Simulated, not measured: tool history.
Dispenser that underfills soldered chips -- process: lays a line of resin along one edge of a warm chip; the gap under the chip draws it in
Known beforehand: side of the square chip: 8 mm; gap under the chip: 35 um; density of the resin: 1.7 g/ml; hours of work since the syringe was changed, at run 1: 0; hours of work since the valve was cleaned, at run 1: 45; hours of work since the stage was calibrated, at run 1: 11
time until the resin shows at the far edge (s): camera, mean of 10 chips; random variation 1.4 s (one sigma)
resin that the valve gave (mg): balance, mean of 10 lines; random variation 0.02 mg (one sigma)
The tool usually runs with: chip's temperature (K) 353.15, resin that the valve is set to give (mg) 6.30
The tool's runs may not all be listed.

run,hour,chip's temperature (K),resin that the valve is set to give (mg),hours of work since the syringe was changed,hours of work since the valve was cleaned,hours of work since the stage was calibrated,time until the resin shows at the far edge (s),resin that the valve gave (mg)
1,0.0,353.15,6.30,0,45,11,143.0,6.16
2,3.8,353.15,6.30,3,48,14,180.6,6.14
# hour 10.9: new syringe of resin
3,12.0,353.15,6.30,1,53,19,154.2,6.11
4,17.0,353.15,6.30,4,57,23,207.0,6.11
# hour 21.7: new syringe of resin
5,21.7,353.15,6.30,0,60,26,139.5,6.15
6,29.1,353.15,6.30,5,65,31,225.3,6.10
# hour 32.5: new syringe of resin
7,36.6,353.15,6.30,3,70,36,183.3,6.07
8,43.0,353.15,6.30,7,75,41,269.0,6.08
# hour 44.0: new syringe of resin
9,48.3,358.15,6.30,3,78,44,150.2,6.10
# hour 55.1: new syringe of resin
10,56.4,353.15,6.30,1,83,50,154.9,6.06
11,64.2,344.15,6.30,6,89,55,358.1,6.04
# hour 66.0: new syringe of resin
12,69.1,344.15,6.30,2,92,58,249.2,6.05
# hour 77.2: new syringe of resin
13,77.4,352.15,7.40,0,98,64,145.8,7.07
14,83.9,367.15,5.86,5,102,68,123.4,5.58
# hour 88.4: new syringe of resin
15,88.7,360.15,5.53,0,105,71,112.2,5.27
16,94.0,360.15,5.53,4,109,75,156.6,5.22
# hour 99.5: new syringe of resin
17,100.2,361.15,7.53,1,113,79,106.7,7.14
18,104.3,352.15,8.02,3,116,82,197.8,7.59
# hour 110.4: new syringe of resin
19,110.4,348.15,7.88,0,120,86,175.2,7.45
20,115.5,363.15,7.73,4,124,90,129.3,7.31
# hour 121.6: new syringe of resin
21,122.1,363.15,7.73,0,128,94,101.3,7.30
22,125.7,353.15,5.87,3,131,97,188.7,5.53
23,129.7,367.15,6.86,6,133,99,135.6,6.45
# hour 132.6: new syringe of resin
# hour 135.3: dispensing valve cleaned and set on the balance
24,135.5,367.15,6.86,1,0,103,95.3,6.81

Forecast each of these 5 alternatives for the next run:
A,139.8,365.15,6.24,4,3,106,?,?
B,139.8,346.15,5.89,4,3,106,?,?
C,139.8,353.15,7.57,4,3,106,?,?
D,139.8,355.15,6.86,4,3,106,?,?
E,139.8,347.15,8.08,4,3,106,?,?

run,time until the resin shows at the far edge (s),resin that the valve gave (mg)
A,132.4,6.25
B,285.1,5.88
C,211.5,7.54
D,196.6,6.84
E,269.7,8.08
Stripped of hidden state, with their random variation kept, the same runs would have yielded:
run,time until the resin shows at the far edge (s),resin that the valve gave (mg)
A,87.6,6.26
B,188.0,5.89
C,139.7,7.54
D,129.7,6.84
E,178.0,8.08

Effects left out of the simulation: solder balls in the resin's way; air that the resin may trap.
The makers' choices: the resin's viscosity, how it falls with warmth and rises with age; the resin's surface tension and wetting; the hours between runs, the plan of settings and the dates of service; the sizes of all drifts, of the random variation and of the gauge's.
